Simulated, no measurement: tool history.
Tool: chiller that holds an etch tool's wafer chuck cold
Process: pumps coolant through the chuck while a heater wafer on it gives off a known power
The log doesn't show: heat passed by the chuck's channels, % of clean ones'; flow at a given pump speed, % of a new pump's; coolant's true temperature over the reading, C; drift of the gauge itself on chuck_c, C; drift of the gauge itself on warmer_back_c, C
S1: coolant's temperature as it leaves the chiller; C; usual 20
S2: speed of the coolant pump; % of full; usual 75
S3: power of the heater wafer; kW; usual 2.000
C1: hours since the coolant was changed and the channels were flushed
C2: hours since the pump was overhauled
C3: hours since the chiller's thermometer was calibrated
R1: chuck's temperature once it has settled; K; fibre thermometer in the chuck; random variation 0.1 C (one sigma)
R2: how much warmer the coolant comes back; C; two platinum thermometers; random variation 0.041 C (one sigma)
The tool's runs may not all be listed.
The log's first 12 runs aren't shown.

run 13 hour=703.6 | S1=20 S2=75 S3=2.000 | C1=4889 C2=798 C3=2286 | R1=314.05 R2=9.38
run 14 hour=785.3 | S1=20 S2=75 S3=2.000 | C1=4970 C2=880 C3=2367 | R1=313.95 R2=9.34
run 15 hour=874.6 | S1=20 S2=75 S3=2.000 | C1=5060 C2=969 C3=2457 | R1=313.85 R2=9.34
run 16 hour=959.6 | S1=20 S2=75 S3=2.000 | C1=5145 C2=1054 C3=2542 | R1=314.05 R2=9.33
run 17 hour=1029.4 | S1=20 S2=75 S3=1.151 | C1=5215 C2=1124 C3=2611 | R1=305.15 R2=5.46
run 18 hour=1113.7 | S1=17 S2=71 S3=2.000 | C1=5299 C2=1208 C3=2696 | R1=312.25 R2=9.84
run 19 hour=1200.3 | S1=20 S2=75 S3=1.596 | C1=5385 C2=1295 C3=2782 | R1=309.65 R2=7.48
run 20 hour=1270.6 | S1=20 S2=75 S3=1.596 | C1=5456 C2=1365 C3=2853 | R1=309.75 R2=7.56
-- hour=1281.5 coolant pump overhauled
run 21 hour=1354.3 | S1=16 S2=71 S3=1.509 | C1=5534 C2=73 C3=2931 | R1=305.85 R2=7.52
run 22 hour=1408.0 | S1=16 S2=96 S3=1.509 | C1=5588 C2=127 C3=2985 | R1=301.95 R2=5.57
run 23 hour=1474.0 | S1=11 S2=75 S3=2.525 | C1=5654 C2=193 C3=3051 | R1=310.85 R2=11.90
run 24 hour=1523.7 | S1=29 S2=75 S3=1.430 | C1=5704 C2=242 C3=3101 | R1=317.15 R2=6.83
-- hour=1573.0 coolant pump overhauled, once more
run 25 hour=1573.0 | S1=29 S2=67 S3=1.430 | C1=5748 C2=0 C3=3145 | R1=318.25 R2=7.45
run 26 hour=1629.6 | S1=20 S2=63 S3=2.000 | C1=5805 C2=57 C3=3202 | R1=317.35 R2=11.04
run 27 hour=1682.5 | S1=20 S2=63 S3=2.000 | C1=5858 C2=110 C3=3255 | R1=317.25 R2=11.05
run 28 hour=1735.9 | S1=20 S2=81 S3=1.311 | C1=5911 C2=163 C3=3308 | R1=305.75 R2=5.71
run 29 hour=1811.5 | S1=14 S2=75 S3=2.000 | C1=5987 C2=238 C3=3383 | R1=308.15 R2=9.33
-- hour=1833.3 chiller's thermometer calibrated
run 30 hour=1865.2 | S1=14 S2=75 S3=2.000 | C1=6039 C2=291 C3=32 | R1=308.25 R2=9.32
run 31 hour=1950.4 | S1=19 S2=62 S3=1.714 | C1=6125 C2=376 C3=117 | R1=313.55 R2=9.60

4 ways to go on from here, each from the tool as it stands after run 31. What would each give?
run A hour=2035.2 | S1=22 S2=75 S3=1.791 | C1=6209 C2=461 C3=202 | R1=? R2=?
run B hour=2035.2 | S1=19 S2=62 S3=1.714 | C1=6209 C2=461 C3=202 | R1=? R2=?
run C hour=2035.2 | S1=19 S2=78 S3=2.624 | C1=6209 C2=461 C3=202 | R1=? R2=?
run D hour=2035.2 | S1=11 S2=70 S3=1.714 | C1=6209 C2=461 C3=202 | R1=? R2=?

run=A R1=314.25 R2=8.33
run=B R1=313.65 R2=9.66
run=C R1=319.25 R2=11.76
run=D R1=303.55 R2=8.58
Without the tool's hidden state the same runs would have given:
run=A R1=313.05 R2=8.31
run=B R1=312.35 R2=9.64
run=C R1=317.45 R2=11.73
run=D R1=302.35 R2=8.56
